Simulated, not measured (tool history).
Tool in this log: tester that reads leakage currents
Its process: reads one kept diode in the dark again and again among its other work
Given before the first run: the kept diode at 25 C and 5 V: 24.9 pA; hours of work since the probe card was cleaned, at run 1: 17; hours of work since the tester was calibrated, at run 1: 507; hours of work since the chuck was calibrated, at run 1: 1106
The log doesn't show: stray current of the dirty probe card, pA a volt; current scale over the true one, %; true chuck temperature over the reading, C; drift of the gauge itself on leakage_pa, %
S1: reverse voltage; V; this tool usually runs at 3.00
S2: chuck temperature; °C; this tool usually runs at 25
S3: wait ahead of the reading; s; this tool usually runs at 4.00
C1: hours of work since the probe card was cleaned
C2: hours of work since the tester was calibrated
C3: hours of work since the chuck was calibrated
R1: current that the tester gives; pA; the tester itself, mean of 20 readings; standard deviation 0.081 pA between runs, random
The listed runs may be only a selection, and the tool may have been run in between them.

{"run": 1, "hour": 0.0, "S1": 3.0, "S2": 25, "S3": 4.0, "C1": 17, "C2": 507, "C3": 1106, "R1": 22.93}
{"run": 2, "hour": 32.6, "S1": 3.0, "S2": 25, "S3": 4.0, "C1": 35, "C2": 525, "C3": 1125, "R1": 23.0}
{"run": 3, "hour": 69.2, "S1": 3.0, "S2": 25, "S3": 4.0, "C1": 57, "C2": 547, "C3": 1146, "R1": 23.04}
{"run": 4, "hour": 136.7, "S1": 3.0, "S2": 25, "S3": 4.0, "C1": 96, "C2": 586, "C3": 1185, "R1": 23.08}
{"run": 5, "hour": 189.0, "S1": 3.0, "S2": 25, "S3": 4.0, "C1": 126, "C2": 616, "C3": 1215, "R1": 23.17}
{"run": 6, "hour": 247.4, "S1": 3.0, "S2": 25, "S3": 4.0, "C1": 160, "C2": 650, "C3": 1249, "R1": 23.19}
{"run": 7, "hour": 286.9, "S1": 3.0, "S2": 25, "S3": 4.0, "C1": 182, "C2": 673, "C3": 1272, "R1": 23.3}
{"run": 8, "hour": 322.5, "S1": 3.52, "S2": 25, "S3": 4.0, "C1": 203, "C2": 693, "C3": 1292, "R1": 24.82}
{"run": 9, "hour": 355.8, "S1": 3.52, "S2": 25, "S3": 4.0, "C1": 222, "C2": 712, "C3": 1311, "R1": 24.76}
{"run": 10, "hour": 387.1, "S1": 3.52, "S2": 25, "S3": 4.0, "C1": 240, "C2": 731, "C3": 1330, "R1": 24.9}
{"run": 11, "hour": 421.5, "S1": 3.52, "S2": 25, "S3": 4.0, "C1": 260, "C2": 750, "C3": 1349, "R1": 24.99}
{"run": 12, "hour": 487.4, "S1": 3.52, "S2": 25, "S3": 4.0, "C1": 298, "C2": 789, "C3": 1388, "R1": 25.06}
{"run": 13, "hour": 533.6, "S1": 3.52, "S2": 25, "S3": 4.0, "C1": 325, "C2": 815, "C3": 1414, "R1": 25.21}
{"run": 14, "hour": 564.1, "S1": 3.52, "S2": 25, "S3": 2.6, "C1": 343, "C2": 833, "C3": 1432, "R1": 25.42}
{"run": 15, "hour": 598.2, "S1": 3.52, "S2": 21, "S3": 2.6, "C1": 362, "C2": 853, "C3": 1452, "R1": 17.63}
{"run": 16, "hour": 665.0, "S1": 12.8, "S2": 25, "S3": 4.0, "C1": 401, "C2": 891, "C3": 1490, "R1": 41.14}
{"run": 17, "hour": 734.5, "S1": 3.0, "S2": 25, "S3": 1.23, "C1": 441, "C2": 931, "C3": 1530, "R1": 24.66}
{"run": 18, "hour": 803.2, "S1": 3.0, "S2": 25, "S3": 1.23, "C1": 481, "C2": 971, "C3": 1570, "R1": 24.78}
{"run": 19, "hour": 833.4, "S1": 3.0, "S2": 25, "S3": 3.32, "C1": 498, "C2": 989, "C3": 1588, "R1": 24.52}
{"run": 20, "hour": 868.1, "S1": 3.0, "S2": 25, "S3": 3.32, "C1": 519, "C2": 1009, "C3": 1608, "R1": 24.48}
{"run": 21, "hour": 932.2, "S1": 7.98, "S2": 45, "S3": 4.0, "C1": 556, "C2": 1046, "C3": 1645, "R1": 189.25}
{"run": 22, "hour": 1001.2, "S1": 7.98, "S2": 45, "S3": 4.0, "C1": 596, "C2": 1086, "C3": 1685, "R1": 188.7}
{"run": 23, "hour": 1050.3, "S1": 3.0, "S2": 29, "S3": 0.84, "C1": 624, "C2": 1114, "C3": 1713, "R1": 35.88}
{"run": 24, "hour": 1118.4, "S1": 10.27, "S2": 25, "S3": 1.22, "C1": 663, "C2": 1153, "C3": 1753, "R1": 41.17}
{"run": 25, "hour": 1165.6, "S1": 10.27, "S2": 25, "S3": 1.22, "C1": 691, "C2": 1181, "C3": 1780, "R1": 41.68}
{"run": 26, "hour": 1229.0, "S1": 10.27, "S2": 25, "S3": 1.22, "C1": 727, "C2": 1217, "C3": 1816, "R1": 41.82}
{"run": 27, "hour": 1297.7, "S1": 10.27, "S2": 25, "S3": 1.22, "C1": 767, "C2": 1257, "C3": 1856, "R1": 42.42}
{"hour": 1305.1, "done": "chuck's temperature calibrated"}
{"run": 28, "hour": 1351.3, "S1": 15.94, "S2": 23, "S3": 4.0, "C1": 797, "C2": 1287, "C3": 27, "R1": 44.85}
{"run": 29, "hour": 1389.6, "S1": 15.94, "S2": 57, "S3": 4.39, "C1": 819, "C2": 1309, "C3": 49, "R1": 647.42}
{"run": 30, "hour": 1431.3, "S1": 9.37, "S2": 42, "S3": 0.88, "C1": 843, "C2": 1333, "C3": 73, "R1": 169.28}
{"run": 31, "hour": 1482.2, "S1": 1.0, "S2": 36, "S3": 2.29, "C1": 873, "C2": 1363, "C3": 102, "R1": 47.98}
{"run": 32, "hour": 1530.6, "S1": 18.17, "S2": 25, "S3": 1.12, "C1": 901, "C2": 1391, "C3": 130, "R1": 59.88}
{"hour": 1538.9, "done": "chuck's temperature calibrated, once more"}
{"run": 33, "hour": 1595.3, "S1": 11.11, "S2": 25, "S3": 9.51, "C1": 937, "C2": 1427, "C3": 33, "R1": 40.28}
{"run": 34, "hour": 1649.4, "S1": 11.11, "S2": 25, "S3": 9.51, "C1": 968, "C2": 1458, "C3": 64, "R1": 40.63}
{"run": 35, "hour": 1718.5, "S1": 3.0, "S2": 31, "S3": 4.71, "C1": 1008, "C2": 1498, "C3": 104, "R1": 39.59}
{"run": 36, "hour": 1776.8, "S1": 3.0, "S2": 31, "S3": 0.71, "C1": 1042, "C2": 1532, "C3": 138, "R1": 40.72}
{"run": 37, "hour": 1841.6, "S1": 1.34, "S2": 54, "S3": 0.78, "C1": 1079, "C2": 1569, "C3": 175, "R1": 206.63}
{"run": 38, "hour": 1910.3, "S1": 1.34, "S2": 54, "S3": 1.74, "C1": 1119, "C2": 1609, "C3": 215, "R1": 207.87}
{"run": 39, "hour": 1965.7, "S1": 1.34, "S2": 54, "S3": 1.74, "C1": 1151, "C2": 1641, "C3": 247, "R1": 206.58}
{"run": 40, "hour": 2011.4, "S1": 3.0, "S2": 28, "S3": 0.62, "C1": 1177, "C2": 1668, "C3": 273, "R1": 32.3}

Forecast each of these 4 alternatives for the next run:
{"run": "A", "hour": 2049.1, "S1": 3.0, "S2": 53, "S3": 4.0, "C1": 1199, "C2": 1689, "C3": 295, "R1": "?"}
{"run": "B", "hour": 2049.1, "S1": 3.41, "S2": 25, "S3": 1.35, "C1": 1199, "C2": 1689, "C3": 295, "R1": "?"}
{"run": "C", "hour": 2049.1, "S1": 3.0, "S2": 28, "S3": 0.67, "C1": 1199, "C2": 1689, "C3": 295, "R1": "?"}
{"run": "D", "hour": 2049.1, "S1": 1.67, "S2": 30, "S3": 1.21, "C1": 1199, "C2": 1689, "C3": 295, "R1": "?"}

run=A R1=248.13
run=B R1=26.05
run=C R1=32.21
run=D R1=30.09
Without the tool's unlogged condition, the same runs would have read:
run=A R1=243.15
run=B R1=22.73
run=C R1=29.20
run=D R1=28.27
